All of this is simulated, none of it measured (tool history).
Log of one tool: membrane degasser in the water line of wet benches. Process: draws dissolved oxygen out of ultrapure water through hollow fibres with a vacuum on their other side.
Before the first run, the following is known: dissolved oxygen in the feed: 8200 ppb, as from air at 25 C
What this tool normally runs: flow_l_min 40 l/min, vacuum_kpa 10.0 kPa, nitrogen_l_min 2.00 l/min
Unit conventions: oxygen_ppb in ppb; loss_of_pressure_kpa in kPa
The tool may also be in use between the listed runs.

run 1 day=0.000 | flow_l_min=40 vacuum_kpa=10.0 nitrogen_l_min=2.00 | oxygen_ppb=303.7 loss_of_pressure_kpa=37.55
run 2 day=8.667 | flow_l_min=40 vacuum_kpa=10.0 nitrogen_l_min=2.00 | oxygen_ppb=304.2 loss_of_pressure_kpa=37.40
run 3 day=16.325 | flow_l_min=40 vacuum_kpa=10.0 nitrogen_l_min=2.00 | oxygen_ppb=304.2 loss_of_pressure_kpa=37.88
run 4 day=24.996 | flow_l_min=40 vacuum_kpa=10.0 nitrogen_l_min=2.00 | oxygen_ppb=303.1 loss_of_pressure_kpa=37.58
run 5 day=33.421 | flow_l_min=40 vacuum_kpa=10.0 nitrogen_l_min=2.00 | oxygen_ppb=303.2 loss_of_pressure_kpa=37.76
run 6 day=39.750 | flow_l_min=35 vacuum_kpa=10.0 nitrogen_l_min=2.00 | oxygen_ppb=270.2 loss_of_pressure_kpa=32.84
run 7 day=44.392 | flow_l_min=35 vacuum_kpa=10.0 nitrogen_l_min=2.00 | oxygen_ppb=269.0 loss_of_pressure_kpa=33.04
run 8 day=54.971 | flow_l_min=40 vacuum_kpa=10.0 nitrogen_l_min=2.00 | oxygen_ppb=305.5 loss_of_pressure_kpa=37.78
run 9 day=62.808 | flow_l_min=40 vacuum_kpa=10.0 nitrogen_l_min=2.00 | oxygen_ppb=308.3 loss_of_pressure_kpa=37.93
run 10 day=71.988 | flow_l_min=31 vacuum_kpa=10.0 nitrogen_l_min=2.00 | oxygen_ppb=242.6 loss_of_pressure_kpa=29.44
run 11 day=77.508 | flow_l_min=51 vacuum_kpa=10.0 nitrogen_l_min=2.00 | oxygen_ppb=395.0 loss_of_pressure_kpa=48.39
run 12 day=84.596 | flow_l_min=40 vacuum_kpa=10.0 nitrogen_l_min=2.00 | oxygen_ppb=309.6 loss_of_pressure_kpa=37.89
run 13 day=91.229 | flow_l_min=40 vacuum_kpa=10.0 nitrogen_l_min=2.00 | oxygen_ppb=308.5 loss_of_pressure_kpa=37.89
run 14 day=98.571 | flow_l_min=40 vacuum_kpa=10.0 nitrogen_l_min=2.00 | oxygen_ppb=310.1 loss_of_pressure_kpa=37.94
run 15 day=104.704 | flow_l_min=40 vacuum_kpa=10.0 nitrogen_l_min=4.57 | oxygen_ppb=152.7 loss_of_pressure_kpa=38.05
-- day=112.996 seals of the vacuum lines changed
run 16 day=114.138 | flow_l_min=40 vacuum_kpa=10.0 nitrogen_l_min=2.00 | oxygen_ppb=308.2 loss_of_pressure_kpa=37.90
run 17 day=119.771 | flow_l_min=40 vacuum_kpa=14.2 nitrogen_l_min=1.72 | oxygen_ppb=544.8 loss_of_pressure_kpa=38.05
run 18 day=126.100 | flow_l_min=34 vacuum_kpa=14.2 nitrogen_l_min=1.68 | oxygen_ppb=478.3 loss_of_pressure_kpa=32.38
run 19 day=132.854 | flow_l_min=61 vacuum_kpa=17.3 nitrogen_l_min=1.31 | oxygen_ppb=1199.7 loss_of_pressure_kpa=58.11
run 20 day=137.942 | flow_l_min=61 vacuum_kpa=17.3 nitrogen_l_min=1.31 | oxygen_ppb=1201.4 loss_of_pressure_kpa=58.08
run 21 day=143.362 | flow_l_min=28 vacuum_kpa=10.0 nitrogen_l_min=1.78 | oxygen_ppb=246.3 loss_of_pressure_kpa=26.59
run 22 day=148.058 | flow_l_min=40 vacuum_kpa=20.7 nitrogen_l_min=1.00 | oxygen_ppb=1244.7 loss_of_pressure_kpa=38.10
run 23 day=158.417 | flow_l_min=40 vacuum_kpa=20.7 nitrogen_l_min=1.00 | oxygen_ppb=1251.1 loss_of_pressure_kpa=38.24
run 24 day=167.554 | flow_l_min=32 vacuum_kpa=19.6 nitrogen_l_min=0.82 | oxygen_ppb=1159.8 loss_of_pressure_kpa=30.57
run 25 day=174.929 | flow_l_min=39 vacuum_kpa=19.6 nitrogen_l_min=4.34 | oxygen_ppb=352.0 loss_of_pressure_kpa=37.24
run 26 day=182.854 | flow_l_min=40 vacuum_kpa=6.3 nitrogen_l_min=1.39 | oxygen_ppb=209.7 loss_of_pressure_kpa=38.29
run 27 day=191.462 | flow_l_min=40 vacuum_kpa=6.3 nitrogen_l_min=1.39 | oxygen_ppb=210.1 loss_of_pressure_kpa=38.29
run 28 day=197.875 | flow_l_min=40 vacuum_kpa=22.0 nitrogen_l_min=1.04 | oxygen_ppb=1289.3 loss_of_pressure_kpa=38.40
run 29 day=205.679 | flow_l_min=47 vacuum_kpa=23.4 nitrogen_l_min=0.95 | oxygen_ppb=1646.2 loss_of_pressure_kpa=45.19
run 30 day=214.088 | flow_l_min=36 vacuum_kpa=23.4 nitrogen_l_min=0.97 | oxygen_ppb=1332.5 loss_of_pressure_kpa=34.67
run 31 day=220.929 | flow_l_min=40 vacuum_kpa=14.3 nitrogen_l_min=3.43 | oxygen_ppb=310.6 loss_of_pressure_kpa=38.42
run 32 day=231.533 | flow_l_min=26 vacuum_kpa=6.7 nitrogen_l_min=3.43 | oxygen_ppb=69.7 loss_of_pressure_kpa=25.21

3 options for the next run, each taken on its own from the tool as it stands now. Forecast them:
run A day=238.146 | flow_l_min=28 vacuum_kpa=12.7 nitrogen_l_min=1.72 | oxygen_ppb=? loss_of_pressure_kpa=?
run B day=238.146 | flow_l_min=26 vacuum_kpa=14.4 nitrogen_l_min=3.43 | oxygen_ppb=? loss_of_pressure_kpa=?
run C day=238.146 | flow_l_min=40 vacuum_kpa=10.0 nitrogen_l_min=2.79 | oxygen_ppb=? loss_of_pressure_kpa=?

run=A oxygen_ppb=351.9 loss_of_pressure_kpa=27.00
run=B oxygen_ppb=206.9 loss_of_pressure_kpa=25.08
run=C oxygen_ppb=240.0 loss_of_pressure_kpa=38.57
With the hidden condition removed and each run's random variation left untouched, the same runs would have given:
run=A oxygen_ppb=339.7 loss_of_pressure_kpa=25.13
run=B oxygen_ppb=199.8 loss_of_pressure_kpa=23.35
run=C oxygen_ppb=226.1 loss_of_pressure_kpa=35.89
